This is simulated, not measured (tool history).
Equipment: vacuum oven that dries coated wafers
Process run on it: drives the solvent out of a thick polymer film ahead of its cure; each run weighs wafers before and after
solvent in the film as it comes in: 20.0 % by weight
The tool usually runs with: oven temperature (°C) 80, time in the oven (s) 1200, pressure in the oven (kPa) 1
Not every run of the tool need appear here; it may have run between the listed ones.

run,hour,oven temperature (°C),time in the oven (s),pressure in the oven (kPa),solvent left in the film (%)
1,0,80,1200,1,3.34
2,7.2,80,1200,1.45,3.49
3,12.7,65,1200,1,7.12
4,24.1,65,1200,1,7.32
5,32,65,1200,1,7.26
6,40.4,65,1200,1,7.34
7,52,65,1200,1,7.38
8,64.7,65,1200,1,7.28
9,74.9,80,1200,1,3.29
10,83.5,80,1200,1,3.28
11,92.2,80,1740,1,1.75
12,104.7,80,1740,1,1.8
13,116.8,80,1740,1,1.82
14,128,80,1740,1,1.78
# hour 130.1: vacuum gauge cleaned of residue and calibrated
15,139.7,80,1740,1,1.82
16,151.4,80,1740,1,1.74
17,164.4,80,1740,1,1.8
18,172,80,960,1,4.56
19,181.2,80,600,1,7.29
20,188.4,89,1200,1,1.64
# hour 191.1: vacuum gauge cleaned of residue and calibrated, once more
21,200.9,89,1200,1,1.71
22,213.3,77,1200,1,3.99
23,219.2,80,1200,0.61,3.29
24,230.8,80,1200,1,3.36
25,241.7,79,1560,0.52,2.16
26,251,80,600,1.94,7.51
27,262,72,960,2.54,7.22
28,269.8,66,1380,1,6.23
29,278.8,70,1380,0.63,5.02
30,287.8,89,1440,0.76,1.02
31,295.2,89,1440,0.76,1.1
32,307,89,1440,0.76,1.1
33,313.6,89,1440,0.76,1.01
34,324,89,1440,0.76,1.12
35,333.1,89,1560,2.29,1.38
36,342,89,1560,2.29,1.33
37,348.8,77,1200,0.89,4.14
38,360.5,74,840,3.32,7.72
39,373.2,68,1200,1,6.59
40,381.6,80,1200,0.53,3.24
41,392.8,66,1500,1,5.8
42,400.6,69,2040,1.89,3.9
43,409.9,69,2040,1.89,3.93
44,418.9,81,780,0.8,5.38
45,427.7,83,1020,1.6,3.75
46,439.2,83,1020,1.6,3.72
47,445.7,65,1740,0.57,5.03
48,457.5,75,1020,1,5.62

How would selected steps in solvent left in the film (%) from run to run divide? Give the signed amount a tool lacking its hidden state would still show from settings, what came in and random variation, and the signed amount left for the hidden state, including any gauge scatter that is not in both of the compared results.
Hidden state present: true wafer temperature over the reading, C; true pressure over the reading, kPa; drift of the gauge itself on solvent_pct, %.
Run 19 -> 20: oven temperature (°C) 80 -> 89, time in the oven (s) 600 -> 1200. solvent left in the film (%) -5.65: hidden state -0.15, all else -5.5.
Run 25 -> 26: oven temperature (°C) 79 -> 80, time in the oven (s) 1560 -> 600, pressure in the oven (kPa) 0.52 -> 1.94. solvent left in the film (%) +5.35: hidden state +0.13, all else +5.22.
Run 29 -> 30: oven temperature (°C) 70 -> 89, time in the oven (s) 1380 -> 1440, pressure in the oven (kPa) 0.63 -> 0.76. solvent left in the film (%) -4: hidden state -0.25, all else -3.75.
Run 36 -> 37: oven temperature (°C) 89 -> 77, time in the oven (s) 1560 -> 1200, pressure in the oven (kPa) 2.29 -> 0.89. solvent left in the film (%) +2.81: hidden state +0.22, all else +2.59.
